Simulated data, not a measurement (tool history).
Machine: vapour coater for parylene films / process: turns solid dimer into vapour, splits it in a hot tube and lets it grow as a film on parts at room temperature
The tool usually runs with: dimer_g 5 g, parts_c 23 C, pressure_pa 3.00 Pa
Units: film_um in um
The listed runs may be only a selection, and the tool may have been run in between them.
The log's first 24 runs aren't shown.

run    hour  dimer_g  parts_c  pressure_pa  hours of work since the trap's valve was overhauled  hours of work since the table's thermometer was calibrated  film_um
 25   668.0        4       27        11.56                                                  271                                                         927    0.601
 26   701.1        8       23         7.51                                                  300                                                         956    1.330
 27   744.1        8       22         7.51                                                  337                                                         993    1.324
 28   767.2        3       31         5.22                                                  357                                                        1013    0.434
 29   806.4        5       29         5.61                                                  391                                                        1047    0.731
 30   832.8        5       20         8.71                                                  414                                                        1070    0.872
 31   859.4        5       32         3.00                                                  437                                                        1093    0.712
 32   896.9        5       32         2.33                                                  470                                                        1126    0.719
      907.6  -- table's thermometer calibrated
 33   917.1        3       16         6.32                                                  486                                                           8    0.548
      952.2  -- trap's valve overhauled
 34   964.2        3       16         6.32                                                   10                                                          46    0.602
 35  1003.0        6       23         9.05                                                   44                                                          79    1.007
 36  1038.6        3       33         9.05                                                   75                                                         110    0.412
 37  1079.4        6       25         3.31                                                  110                                                         146    1.018
 38  1112.0        6       19         2.76                                                  139                                                         174    1.160
 39  1138.4        5       29         3.00                                                  162                                                         197    0.771
 40  1161.1        3       30        10.61                                                  181                                                         217    0.421
 41  1182.4        5       23         5.66                                                  200                                                         235    0.837
 42  1210.7        3       23         4.70                                                  224                                                         260    0.504
 43  1237.6        4       25         5.51                                                  248                                                         283    0.644
 44  1258.9        5       20         3.00                                                  266                                                         302    0.916
 45  1302.1        5       20         3.00                                                  304                                                         339    0.913

Consider 5 possible next runs. They are alternatives, not a sequence: every one starts from the tool as it was left by run 45. What does each give?
  A  1321.6        3       29         7.70                                                  321                                                         356        ?
  B  1321.6        3       20         3.00                                                  321                                                         356        ?
  C  1321.6        2       16         5.54                                                  321                                                         356        ?
  D  1321.6        7       27        10.40                                                  321                                                         356        ?
  E  1321.6        4       20         3.23                                                  321                                                         356        ?

run  film_um
  A    0.423
  B    0.556
  C    0.389
  D    1.037
  E    0.726
Without the tool's hidden state the same runs would have given:
run  film_um
  A    0.446
  B    0.586
  C    0.410
  D    1.093
  E    0.765

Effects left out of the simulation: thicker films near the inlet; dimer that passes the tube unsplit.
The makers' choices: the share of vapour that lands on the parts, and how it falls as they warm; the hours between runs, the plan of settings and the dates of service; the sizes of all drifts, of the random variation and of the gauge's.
